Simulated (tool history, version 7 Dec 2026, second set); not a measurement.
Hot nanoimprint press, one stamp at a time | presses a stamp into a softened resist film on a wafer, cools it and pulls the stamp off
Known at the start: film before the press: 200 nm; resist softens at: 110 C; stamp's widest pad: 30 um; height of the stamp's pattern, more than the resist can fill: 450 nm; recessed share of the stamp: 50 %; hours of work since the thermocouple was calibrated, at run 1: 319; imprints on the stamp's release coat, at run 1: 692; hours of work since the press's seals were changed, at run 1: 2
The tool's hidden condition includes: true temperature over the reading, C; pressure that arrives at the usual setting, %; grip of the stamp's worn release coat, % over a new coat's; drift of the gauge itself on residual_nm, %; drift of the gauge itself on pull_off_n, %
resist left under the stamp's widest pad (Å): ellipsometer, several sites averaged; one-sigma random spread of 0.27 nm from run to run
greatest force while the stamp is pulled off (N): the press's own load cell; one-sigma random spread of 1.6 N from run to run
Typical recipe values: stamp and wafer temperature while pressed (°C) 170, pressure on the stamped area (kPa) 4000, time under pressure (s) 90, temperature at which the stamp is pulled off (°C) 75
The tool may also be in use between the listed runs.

run	hour	stamp and wafer temperature while pressed (°C)	pressure on the stamped area (kPa)	time under pressure (s)	temperature at which the stamp is pulled off (°C)	hours of work since the thermocouple was calibrated	imprints on the stamp's release coat	hours of work since the press's seals were changed	resist left under the stamp's widest pad (Å)	greatest force while the stamp is pulled off (N)
1	0	170	4000	90	75	319	692	2	1089	138
2	5.1	170	4000	90	70	322	705	4	1091	149
3	14.3	170	4000	90	75	326	728	8	1091	137
4	24.2	170	4000	117	75	330	753	12	998	137
5	32.4	170	4000	117	75	333	773	16	994	136
# hour 40.5: plate thermocouple calibrated
6	41.5	170	4000	90	75	0	788	18	1067	134
7	51	170	4000	90	75	5	812	23	1061	135
8	60.5	170	4000	90	75	9	836	27	1063	134
9	65	170	4000	90	75	11	847	29	1060	136
10	74.3	170	4000	90	75	15	870	33	1060	136
11	79.6	170	4000	90	75	17	883	35	1062	135
12	89.7	170	4000	90	75	21	909	39	1067	136
13	98.3	170	4000	90	75	25	930	43	1060	136
14	107.7	170	4000	90	75	29	954	47	1063	140
15	115.9	170	4000	90	75	32	974	50	1063	138
16	121.9	170	4000	90	75	35	989	53	1066	139
17	128.2	168	2790	87	68	38	1005	56	1304	155
18	137.4	175	4610	52	74	42	1028	60	1041	144
19	141.5	161	3630	90	68	44	1038	62	1444	156
20	148.6	161	3630	90	77	47	1056	65	1437	136

For run 21, what comes out?
21	153.3	158	4150	90	78	49	1067	67	?	?

resist left under the stamp's widest pad (Å): 1505
greatest force while the stamp is pulled off (N): 136
Minus the tool's unlogged condition, the same run would have read resist left under the stamp's widest pad (Å) 1503, greatest force while the stamp is pulled off (N) 117.
